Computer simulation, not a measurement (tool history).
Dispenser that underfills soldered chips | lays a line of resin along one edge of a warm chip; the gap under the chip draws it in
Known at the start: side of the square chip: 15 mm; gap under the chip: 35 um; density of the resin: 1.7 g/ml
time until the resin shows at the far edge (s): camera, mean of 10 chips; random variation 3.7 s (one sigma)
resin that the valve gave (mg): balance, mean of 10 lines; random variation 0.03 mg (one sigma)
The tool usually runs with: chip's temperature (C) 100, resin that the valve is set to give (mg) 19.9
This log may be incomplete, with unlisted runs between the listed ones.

| run | hour | chip's temperature (C) | resin that the valve is set to give (mg) | time until the resin shows at the far edge (s) | resin that the valve gave (mg) |
|---|---|---|---|---|---|
| 1 | 0 | 100 | 19.9 | 822.1 | 19.68 |
|  | 2.5 | new syringe of resin |
| 2 | 3 | 100 | 17.2 | 406.1 | 17.04 |
| 3 | 6.6 | 100 | 17.2 | 505.2 | 17.02 |
| 4 | 10.5 | 100 | 17.2 | 626.1 | 17.03 |
| 5 | 13.4 | 100 | 17.2 | 746.2 | 16.96 |
|  | 18.2 | new syringe of resin |
| 6 | 18.7 | 100 | 17.2 | 389.6 | 16.95 |
| 7 | 22.3 | 100 | 17.2 | 493 | 16.96 |
| 8 | 26.4 | 100 | 21.7 | 594.1 | 21.4 |
| 9 | 30.2 | 100 | 21.7 | 746.9 | 21.35 |
|  | 33.7 | new syringe of resin |
| 10 | 34 | 100 | 21.7 | 382.5 | 21.3 |
| 11 | 38.7 | 100 | 21.7 | 498.5 | 21.31 |
| 12 | 43.7 | 100 | 21.7 | 675.6 | 21.26 |
| 13 | 46.4 | 100 | 19 | 809.7 | 18.64 |
|  | 49.4 | new syringe of resin |
| 14 | 51 | 100 | 19 | 424.9 | 18.59 |
| 15 | 53.4 | 100 | 19 | 493.3 | 18.59 |
| 16 | 58 | 100 | 19.9 | 642.3 | 19.44 |
| 17 | 60.5 | 100 | 24.4 | 721 | 23.81 |
|  | 64.9 | new syringe of resin |
| 18 | 64.9 | 100 | 24.4 | 366.2 | 23.85 |
| 19 | 68.8 | 95 | 21.4 | 542.8 | 20.81 |
| 20 | 73.1 | 95 | 21.4 | 699 | 20.83 |
| 21 | 75.8 | 95 | 25.1 | 800.1 | 24.46 |
| 22 | 79.7 | 111 | 19.1 | 669.3 | 18.59 |
|  | 80.5 | new syringe of resin |
| 23 | 83.4 | 99 | 25.8 | 449.7 | 24.99 |
| 24 | 86.9 | 99 | 25.8 | 547.4 | 25.05 |
| 25 | 89.1 | 93 | 17.3 | 815.5 | 16.83 |
| 26 | 92.8 | 88 | 19.9 | 1119.1 | 19.29 |
|  | 96.1 | new syringe of resin |
| 27 | 96.7 | 107 | 17.2 | 334.6 | 16.65 |
| 28 | 101.4 | 107 | 17.2 | 438.2 | 16.64 |
| 29 | 104.8 | 112 | 19.1 | 455.7 | 18.45 |
| 30 | 107.4 | 112 | 19.1 | 522.4 | 18.45 |
|  | 111.7 | new syringe of resin |
| 31 | 112.1 | 112 | 19.1 | 282.7 | 18.43 |
| 32 | 114.4 | 100 | 18 | 465.3 | 17.32 |
|  | 118.4 | dispensing valve cleaned and set on the balance |
| 33 | 118.8 | 91 | 19.9 | 708.2 | 19.83 |
| 34 | 122.7 | 105 | 22.7 | 589.8 | 22.61 |
| 35 | 126.7 | 105 | 22.7 | 740.2 | 22.63 |
|  | 128.3 | new syringe of resin |
| 36 | 130.5 | 108 | 24.5 | 339.4 | 24.37 |

Table of differences, measured result less the result of that run with no hidden state. Run-to-run variation is the same in both. Gauge scatter possibly is not:
The tool's hidden condition here consists of: resin's viscosity, % of fresh resin's; dose that the valve gives, % of what is set; true chip temperature over the reading, C; drift of the gauge itself on fill_s, %; drift of the gauge itself on given_mg, %.
| run | time until the resin shows at the far edge (s) | resin that the valve gave (mg) |
|---|---|---|
| 1 | +448.1 | -0.19 |
| 2 | +18.8 | -0.17 |
| 3 | +114.6 | -0.19 |
| 4 | +240.9 | -0.2 |
| 5 | +359.8 | -0.21 |
| 6 | +13 | -0.23 |
| 7 | +107.4 | -0.25 |
| 8 | +228.3 | -0.33 |
| 9 | +378.5 | -0.36 |
| 10 | +16.2 | -0.37 |
| 11 | +136.8 | -0.4 |
| 12 | +311.8 | -0.43 |
| 13 | +437 | -0.38 |
| 14 | +51.8 | -0.4 |
| 15 | +117.1 | -0.42 |
| 16 | +267.6 | -0.45 |
| 17 | +357.2 | -0.57 |
| 18 | +4.8 | -0.6 |
| 19 | +116 | -0.55 |
| 20 | +272 | -0.57 |
| 21 | +384.1 | -0.68 |
| 22 | +392.9 | -0.54 |
| 23 | +76.3 | -0.74 |
| 24 | +178.6 | -0.77 |
| 25 | +336.1 | -0.52 |
| 26 | +588.9 | -0.62 |
| 27 | +18.9 | -0.56 |
| 28 | +125.3 | -0.57 |
| 29 | +187.3 | -0.65 |
| 30 | +258.3 | -0.66 |
| 31 | +16.8 | -0.69 |
| 32 | +83.4 | -0.66 |
| 33 | +227.5 | -0.06 |
| 34 | +270.5 | -0.09 |
| 35 | +423.5 | -0.11 |
| 36 | +52 | -0.14 |
